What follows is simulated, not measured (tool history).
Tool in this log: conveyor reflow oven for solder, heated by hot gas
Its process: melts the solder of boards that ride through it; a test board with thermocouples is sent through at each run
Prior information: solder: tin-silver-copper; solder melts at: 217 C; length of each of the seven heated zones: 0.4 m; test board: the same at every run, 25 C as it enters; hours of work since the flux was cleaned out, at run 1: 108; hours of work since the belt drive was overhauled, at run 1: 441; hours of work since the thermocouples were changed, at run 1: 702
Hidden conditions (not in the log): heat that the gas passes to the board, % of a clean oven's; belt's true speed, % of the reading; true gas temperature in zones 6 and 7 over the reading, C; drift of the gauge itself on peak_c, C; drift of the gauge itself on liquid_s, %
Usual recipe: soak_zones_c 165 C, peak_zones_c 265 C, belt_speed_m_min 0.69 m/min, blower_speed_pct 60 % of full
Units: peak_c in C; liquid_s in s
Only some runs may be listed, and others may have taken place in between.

run     day  soak_zones_c  peak_zones_c  belt_speed_m_min  blower_speed_pct  hours of work since the flux was cleaned out  hours of work since the belt drive was overhauled  hours of work since the thermocouples were changed  peak_c  liquid_s
  1       0           165           265              0.69                60                                           108                                                441                                                 702   245.7      44.4
  2   1.662           165           265              0.69                60                                           125                                                458                                                 719     246      44.4
      2.279  -- thermocouples of zones 6 and 7 changed
  3   3.004           165           265              0.69                60                                           138                                                471                                                   7   246.4      44.8
  4   4.054           165           265             0.551                60                                           149                                                482                                                  18   253.1      64.6
  5   5.596           165           265             0.551                60                                           165                                                498                                                  34   253.1      64.5
      6.942  -- flux residue cleaned out of gas plates and filters
  6   7.721           165           265              0.69                60                                             8                                                517                                                  53   246.6      45.6
  7   9.596           156           270             0.654                75                                            27                                                536                                                  73     255      52.7
  8  11.538           156           270             0.654                75                                            47                                                556                                                  93   255.4      52.8
  9  13.275           153           255             0.694                61                                            65                                                574                                                 110   236.3      32.1
 10  14.242           166           272              0.78                85                                            75                                                584                                                 120   254.1      45.4
 11  15.175           165           269              0.69                60                                            84                                                593                                                 130   249.7      47.7
 12  16.546           165           265              0.74                60                                            98                                                607                                                 144   244.2      39.1

5 ways to go on from here, each from the tool as it stands after run 12. What would each give?
  A  18.642           165           264             0.627                60                                           120                                                629                                                 165       ?         ?
  B  18.642           165           274             0.649                51                                           120                                                629                                                 165       ?         ?
  C  18.642           165           264             0.682                54                                           120                                                629                                                 165       ?         ?
  D  18.642           165           265             0.614                53                                           120                                                629                                                 165       ?         ?
  E  18.642           165           265              0.69                55                                           120                                                629                                                 165       ?         ?

run  peak_c  liquid_s
  A   248.9      52.5
  B   253.1      52.9
  C     244      43.2
  D   248.2      52.8
  E   244.8      43.4
With the hidden condition removed and each run's random variation left untouched, the same runs would have given:
run  peak_c  liquid_s
  A   249.5      52.6
  B   253.6      52.9
  C   244.5      43.5
  D   248.7      52.9
  E   245.3      43.6
